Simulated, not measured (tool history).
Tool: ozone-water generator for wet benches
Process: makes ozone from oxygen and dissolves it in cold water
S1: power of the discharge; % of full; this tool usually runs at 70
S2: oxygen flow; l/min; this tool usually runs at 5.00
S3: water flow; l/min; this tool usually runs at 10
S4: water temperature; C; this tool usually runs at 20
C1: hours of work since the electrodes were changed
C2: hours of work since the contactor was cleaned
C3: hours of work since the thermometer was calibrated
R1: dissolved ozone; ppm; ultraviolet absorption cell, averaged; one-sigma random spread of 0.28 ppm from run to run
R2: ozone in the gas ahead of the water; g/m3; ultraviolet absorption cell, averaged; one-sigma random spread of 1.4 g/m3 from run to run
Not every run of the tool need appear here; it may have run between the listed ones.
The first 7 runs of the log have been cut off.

run,hour,S1,S2,S3,S4,C1,C2,C3,R1,R2
8,182.8,70,5.00,15,20,347,3185,2105,31.2,265.9
9,201.3,70,5.00,10,20,359,3197,2117,39.2,267.0
10,215.0,70,5.00,10,20,368,3206,2126,39.8,261.1
11,232.4,70,5.00,10,22,380,3217,2137,38.0,265.8
12,263.2,70,5.00,10,22,400,3238,2157,38.0,265.0
13,281.2,70,5.00,10,22,412,3249,2169,37.9,266.4
14,296.6,70,5.00,10,22,422,3259,2179,38.1,266.6
15,326.5,70,2.88,10,20,441,3279,2199,39.3,340.2
16,340.3,70,2.88,10,20,450,3288,2208,40.0,339.6
17,356.7,79,7.45,6,12,461,3299,2219,60.6,246.0
18,387.2,92,8.01,10,22,481,3319,2238,43.3,262.8
19,413.6,47,2.91,12,17,498,3336,2256,26.7,248.0
20,426.5,48,2.91,12,13,507,3345,2264,28.5,250.6
21,450.7,70,5.00,10,20,523,3360,2280,39.7,263.8
22,465.1,60,5.00,10,20,532,3370,2289,34.9,235.4
23,495.8,70,5.32,9,20,552,3390,2310,40.8,258.6
24,510.1,67,5.00,10,20,561,3399,2319,38.0,257.3

What does the tool deliver on the next run?
25,527.1,67,5.00,10,20,573,3410,2330,?,?

Run 25 produced R1 37.7 ppm, R2 256.4 g/m3.
Were there no unlogged condition in the tool, this run, its random variation unchanged, would have produced R1 41.2 ppm, R2 264.1 g/m3.

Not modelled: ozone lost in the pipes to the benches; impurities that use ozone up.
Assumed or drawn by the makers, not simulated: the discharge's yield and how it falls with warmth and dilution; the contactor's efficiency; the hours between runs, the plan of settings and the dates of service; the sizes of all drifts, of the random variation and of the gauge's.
